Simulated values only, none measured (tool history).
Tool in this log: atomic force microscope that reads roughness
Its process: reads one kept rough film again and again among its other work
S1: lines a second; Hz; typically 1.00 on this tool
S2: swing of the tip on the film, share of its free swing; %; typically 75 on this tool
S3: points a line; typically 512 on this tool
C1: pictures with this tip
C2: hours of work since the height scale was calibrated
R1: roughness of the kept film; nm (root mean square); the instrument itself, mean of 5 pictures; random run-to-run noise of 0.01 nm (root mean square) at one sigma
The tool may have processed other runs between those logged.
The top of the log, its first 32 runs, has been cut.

| run | hour | S1 | S2 | S3 | C1 | C2 | R1 |
|---|---|---|---|---|---|---|---|
| 33 | 454.0 | 0.60 | 64 | 512 | 62 | 283 | 2.558 |
| 34 | 462.7 | 0.60 | 64 | 512 | 78 | 288 | 2.558 |
| 35 | 474.2 | 0.60 | 71 | 713 | 98 | 294 | 2.551 |
| 36 | 486.7 | 2.98 | 75 | 512 | 121 | 300 | 2.077 |
| 37 | 500.2 | 0.58 | 61 | 268 | 145 | 307 | 2.561 |
| 38 | 508.3 | 0.54 | 73 | 722 | 159 | 312 | 2.531 |
| 39 | 524.4 | 0.54 | 73 | 426 | 188 | 320 | 2.535 |
| 40 | 538.4 | 2.45 | 66 | 1021 | 213 | 328 | 2.334 |
| 41 | 551.2 | 0.89 | 58 | 609 | 236 | 334 | 2.555 |
| 42 | 564.3 | 0.89 | 58 | 609 | 260 | 341 | 2.552 |
| 43 | 581.5 | 0.89 | 58 | 609 | 291 | 350 | 2.544 |
|  | 597.9 | new tip fitted |
| 44 | 598.8 | 0.65 | 66 | 298 | 2 | 359 | 2.537 |
| 45 | 609.6 | 0.87 | 58 | 512 | 21 | 365 | 2.567 |
| 46 | 619.8 | 2.73 | 77 | 512 | 39 | 370 | 2.078 |
| 47 | 635.4 | 2.73 | 77 | 512 | 67 | 379 | 2.066 |
| 48 | 649.3 | 0.79 | 64 | 376 | 92 | 386 | 2.531 |
| 49 | 657.0 | 0.79 | 64 | 376 | 106 | 390 | 2.531 |
| 50 | 670.3 | 0.51 | 60 | 1017 | 130 | 397 | 2.591 |
| 51 | 687.8 | 0.51 | 60 | 1017 | 161 | 406 | 2.562 |
| 52 | 700.5 | 0.51 | 60 | 1017 | 184 | 413 | 2.600 |

Predict each of these 3 candidate next runs independently; none follows another, all start after run 52:
| A | 710.8 | 1.00 | 65 | 512 | 203 | 418 | ? |
| B | 710.8 | 2.54 | 68 | 512 | 203 | 418 | ? |
| C | 710.8 | 1.00 | 56 | 568 | 203 | 418 | ? |

| run | R1 |
|---|---|
| A | 2.535 |
| B | 2.281 |
| C | 2.561 |
With the hidden condition removed and each run's random variation left untouched, the same runs would have given:
| run | R1 |
|---|---|
| A | 2.538 |
| B | 2.284 |
| C | 2.564 |
